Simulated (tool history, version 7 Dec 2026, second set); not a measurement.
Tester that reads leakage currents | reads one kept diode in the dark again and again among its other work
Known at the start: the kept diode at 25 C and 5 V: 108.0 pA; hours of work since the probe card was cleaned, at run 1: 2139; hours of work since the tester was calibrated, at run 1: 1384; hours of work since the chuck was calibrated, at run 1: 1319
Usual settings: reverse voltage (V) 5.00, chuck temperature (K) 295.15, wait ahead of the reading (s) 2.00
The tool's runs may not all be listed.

| run | hour | reverse voltage (V) | chuck temperature (K) | wait ahead of the reading (s) | hours of work since the probe card was cleaned | hours of work since the tester was calibrated | hours of work since the chuck was calibrated | current that the tester gives (pA) |
|---|---|---|---|---|---|---|---|---|
| 1 | 0.0 | 5.00 | 295.15 | 2.00 | 2139 | 1384 | 1319 | 78.55 |
| 2 | 55.4 | 5.00 | 295.15 | 2.00 | 2176 | 1421 | 1356 | 77.91 |
| 3 | 88.8 | 5.00 | 295.15 | 2.00 | 2199 | 1444 | 1379 | 78.35 |
| 4 | 141.2 | 5.00 | 295.15 | 2.00 | 2234 | 1479 | 1414 | 77.74 |
| 5 | 187.3 | 5.00 | 295.15 | 2.00 | 2265 | 1510 | 1445 | 77.79 |
| 6 | 235.4 | 5.00 | 295.15 | 2.00 | 2297 | 1542 | 1477 | 77.50 |
| 7 | 281.5 | 5.00 | 295.15 | 2.00 | 2328 | 1573 | 1508 | 77.05 |
| 8 | 313.2 | 5.00 | 301.15 | 2.00 | 2349 | 1594 | 1529 | 119.27 |
| 9 | 363.7 | 5.00 | 315.15 | 8.31 | 2383 | 1628 | 1563 | 311.97 |
| 10 | 399.1 | 4.44 | 295.15 | 0.44 | 2407 | 1652 | 1587 | 74.20 |
|  | 444.1 | chuck's temperature calibrated |
| 11 | 444.1 | 4.44 | 307.15 | 0.44 | 2436 | 1680 | 0 | 205.98 |
|  | 499.8 | probe card cleaned and baked |
| 12 | 509.5 | 9.55 | 324.15 | 2.60 | 7 | 1722 | 42 | 800.36 |

Measured less the same run without the tool's hidden state. The same run-to-run variation is in both; the gauge's scatter may not be:
The hidden state here: stray current of the dirty probe card, pA a volt; current scale over the true one, %; true chuck temperature over the reading, C; drift of the gauge itself on leakage_pa, %.
| run | current that the tester gives (pA) |
|---|---|
| 1 | -8.33 |
| 2 | -8.53 |
| 3 | -8.73 |
| 4 | -8.93 |
| 5 | -9.13 |
| 6 | -9.32 |
| 7 | -9.49 |
| 8 | -15.54 |
| 9 | -41.30 |
| 10 | -9.67 |
| 11 | +5.91 |
| 12 | +11.70 |

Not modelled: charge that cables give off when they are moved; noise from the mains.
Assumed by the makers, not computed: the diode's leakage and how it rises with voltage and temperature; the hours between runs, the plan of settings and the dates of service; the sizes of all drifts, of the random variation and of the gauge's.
